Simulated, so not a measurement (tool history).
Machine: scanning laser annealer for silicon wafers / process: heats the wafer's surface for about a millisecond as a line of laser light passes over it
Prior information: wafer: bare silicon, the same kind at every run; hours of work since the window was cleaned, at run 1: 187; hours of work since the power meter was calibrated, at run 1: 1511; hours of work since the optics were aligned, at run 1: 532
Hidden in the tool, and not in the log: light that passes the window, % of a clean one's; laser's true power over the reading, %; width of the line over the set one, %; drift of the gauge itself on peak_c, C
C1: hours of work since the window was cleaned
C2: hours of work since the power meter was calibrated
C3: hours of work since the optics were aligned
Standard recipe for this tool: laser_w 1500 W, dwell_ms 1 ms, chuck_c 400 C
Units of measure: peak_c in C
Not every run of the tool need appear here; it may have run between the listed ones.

run 1 hour=0 | laser_w=1500 dwell_ms=1 chuck_c=400 | C1=187 C2=1511 C3=532 | peak_c=1202
run 2 hour=33 | laser_w=1500 dwell_ms=1.05 chuck_c=400 | C1=209 C2=1533 C3=554 | peak_c=1224
run 3 hour=94.4 | laser_w=1500 dwell_ms=1 chuck_c=399 | C1=250 C2=1574 C3=594 | peak_c=1197
run 4 hour=150.1 | laser_w=1433 dwell_ms=1 chuck_c=400 | C1=286 C2=1610 C3=631 | peak_c=1156
run 5 hour=200.2 | laser_w=1500 dwell_ms=1.07 chuck_c=400 | C1=320 C2=1644 C3=664 | peak_c=1231
run 6 hour=230 | laser_w=1500 dwell_ms=1.07 chuck_c=400 | C1=339 C2=1663 C3=683 | peak_c=1223
run 7 hour=290.8 | laser_w=1500 dwell_ms=1 chuck_c=400 | C1=379 C2=1703 C3=724 | peak_c=1191
run 8 hour=323.5 | laser_w=1500 dwell_ms=0.92 chuck_c=400 | C1=401 C2=1725 C3=745 | peak_c=1153
run 9 hour=362.4 | laser_w=1500 dwell_ms=0.92 chuck_c=400 | C1=427 C2=1751 C3=771 | peak_c=1151
run 10 hour=426.5 | laser_w=1500 dwell_ms=0.92 chuck_c=400 | C1=469 C2=1793 C3=813 | peak_c=1150
run 11 hour=483.1 | laser_w=1500 dwell_ms=0.92 chuck_c=400 | C1=506 C2=1830 C3=851 | peak_c=1146
run 12 hour=544.1 | laser_w=1500 dwell_ms=0.92 chuck_c=400 | C1=547 C2=1870 C3=891 | peak_c=1146
run 13 hour=571.3 | laser_w=1441 dwell_ms=1.05 chuck_c=401 | C1=564 C2=1888 C3=909 | peak_c=1167
run 14 hour=610.4 | laser_w=1334 dwell_ms=0.75 chuck_c=391 | C1=590 C2=1914 C3=935 | peak_c=968
run 15 hour=661 | laser_w=1603 dwell_ms=1.23 chuck_c=421 | C1=624 C2=1948 C3=968 | peak_c=1369
-- hour=670 laser's power meter calibrated
run 16 hour=707 | laser_w=1564 dwell_ms=1 chuck_c=412 | C1=652 C2=24 C3=996 | peak_c=1227
run 17 hour=769.4 | laser_w=1591 dwell_ms=1 chuck_c=400 | C1=693 C2=66 C3=1037 | peak_c=1232
-- hour=827.3 optics aligned, line set to its width
run 18 hour=827.3 | laser_w=1591 dwell_ms=1 chuck_c=400 | C1=728 C2=101 C3=0 | peak_c=1237

Estimate the outcome of run 19 from the log above:
-- hour=834.6 laser's power meter calibrated, once more
run 19 hour=861.5 | laser_w=1505 dwell_ms=1 chuck_c=403 | C1=749 C2=18 C3=21 | peak_c=?

For run 19 the tool returned peak_c 1185 C.
On a tool with no hidden condition, and with the same random variation, this run would have come out at peak_c 1227 C.
